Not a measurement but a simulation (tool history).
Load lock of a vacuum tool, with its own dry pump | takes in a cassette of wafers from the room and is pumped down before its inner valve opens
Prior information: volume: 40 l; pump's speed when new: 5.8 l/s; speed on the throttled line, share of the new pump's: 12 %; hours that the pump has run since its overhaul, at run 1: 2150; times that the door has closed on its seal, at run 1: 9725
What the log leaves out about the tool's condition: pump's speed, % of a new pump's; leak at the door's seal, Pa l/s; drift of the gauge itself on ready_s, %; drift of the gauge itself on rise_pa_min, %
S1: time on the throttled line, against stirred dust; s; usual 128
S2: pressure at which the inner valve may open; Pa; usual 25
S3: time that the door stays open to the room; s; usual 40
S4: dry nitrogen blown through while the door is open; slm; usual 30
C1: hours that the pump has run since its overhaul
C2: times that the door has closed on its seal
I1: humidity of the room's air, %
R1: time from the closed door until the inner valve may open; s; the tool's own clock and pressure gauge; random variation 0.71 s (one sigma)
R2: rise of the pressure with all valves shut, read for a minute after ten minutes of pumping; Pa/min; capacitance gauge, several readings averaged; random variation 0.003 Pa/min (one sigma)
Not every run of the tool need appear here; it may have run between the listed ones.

{"run": 1, "hour": 0.0, "S1": 128, "S2": 25, "S3": 40, "S4": 30, "C1": 2150, "C2": 9725, "I1": 46.6, "R1": 169.4, "R2": 0.19}
{"run": 2, "hour": 63.5, "S1": 128, "S2": 25, "S3": 40, "S4": 30, "C1": 2214, "C2": 9851, "I1": 46.8, "R1": 170.7, "R2": 0.187}
{"run": 3, "hour": 179.4, "S1": 219, "S2": 25, "S3": 40, "S4": 30, "C1": 2330, "C2": 10081, "I1": 45.5, "R1": 250.3, "R2": 0.191}
{"run": 4, "hour": 303.4, "S1": 219, "S2": 28, "S3": 40, "S4": 30, "C1": 2454, "C2": 10327, "I1": 44.5, "R1": 250.2, "R2": 0.196}
{"run": 5, "hour": 375.3, "S1": 219, "S2": 28, "S3": 40, "S4": 30, "C1": 2526, "C2": 10470, "I1": 42.6, "R1": 249.0, "R2": 0.204}
{"run": 6, "hour": 440.8, "S1": 219, "S2": 28, "S3": 40, "S4": 30, "C1": 2591, "C2": 10600, "I1": 46.0, "R1": 249.4, "R2": 0.208}
{"run": 7, "hour": 536.1, "S1": 128, "S2": 25, "S3": 40, "S4": 30, "C1": 2687, "C2": 10789, "I1": 46.5, "R1": 168.5, "R2": 0.214}
{"run": 8, "hour": 607.9, "S1": 128, "S2": 25, "S3": 40, "S4": 30, "C1": 2758, "C2": 10932, "I1": 44.5, "R1": 170.6, "R2": 0.207}
{"run": 9, "hour": 724.4, "S1": 128, "S2": 25, "S3": 105, "S4": 6, "C1": 2875, "C2": 11163, "I1": 42.8, "R1": 170.8, "R2": 0.25}
{"run": 10, "hour": 801.9, "S1": 128, "S2": 47, "S3": 134, "S4": 16, "C1": 2952, "C2": 11317, "I1": 44.3, "R1": 166.6, "R2": 0.256}
{"run": 11, "hour": 948.8, "S1": 70, "S2": 25, "S3": 40, "S4": 30, "C1": 3099, "C2": 11609, "I1": 45.7, "R1": 120.8, "R2": 0.228}
{"run": 12, "hour": 1057.1, "S1": 141, "S2": 30, "S3": 202, "S4": 30, "C1": 3208, "C2": 11824, "I1": 45.4, "R1": 181.5, "R2": 0.265}
{"run": 13, "hour": 1138.8, "S1": 128, "S2": 31, "S3": 32, "S4": 30, "C1": 3289, "C2": 11986, "I1": 48.4, "R1": 169.3, "R2": 0.232}
{"run": 14, "hour": 1234.9, "S1": 128, "S2": 25, "S3": 40, "S4": 14, "C1": 3385, "C2": 12177, "I1": 42.6, "R1": 171.1, "R2": 0.257}
{"run": 15, "hour": 1308.5, "S1": 134, "S2": 30, "S3": 210, "S4": 35, "C1": 3459, "C2": 12323, "I1": 44.5, "R1": 175.5, "R2": 0.273}

Here are 3 independent what-if runs from the current tool condition. What would each one return?
{"run": "A", "hour": 1400.3, "S1": 134, "S2": 33, "S3": 210, "S4": 35, "C1": 3551, "C2": 12505, "I1": 43.1, "R1": "?", "R2": "?"}
{"run": "B", "hour": 1400.3, "S1": 134, "S2": 21, "S3": 210, "S4": 35, "C1": 3551, "C2": 12505, "I1": 46.0, "R1": "?", "R2": "?"}
{"run": "C", "hour": 1400.3, "S1": 134, "S2": 30, "S3": 210, "S4": 7, "C1": 3551, "C2": 12505, "I1": 44.2, "R1": "?", "R2": "?"}

run=A R1=174.3 R2=0.280
run=B R1=178.1 R2=0.283
run=C R1=175.2 R2=0.319
Without the tool's unlogged condition, the same runs would have read:
run=A R1=173.1 R2=0.050
run=B R1=176.7 R2=0.052
run=C R1=174.0 R2=0.087

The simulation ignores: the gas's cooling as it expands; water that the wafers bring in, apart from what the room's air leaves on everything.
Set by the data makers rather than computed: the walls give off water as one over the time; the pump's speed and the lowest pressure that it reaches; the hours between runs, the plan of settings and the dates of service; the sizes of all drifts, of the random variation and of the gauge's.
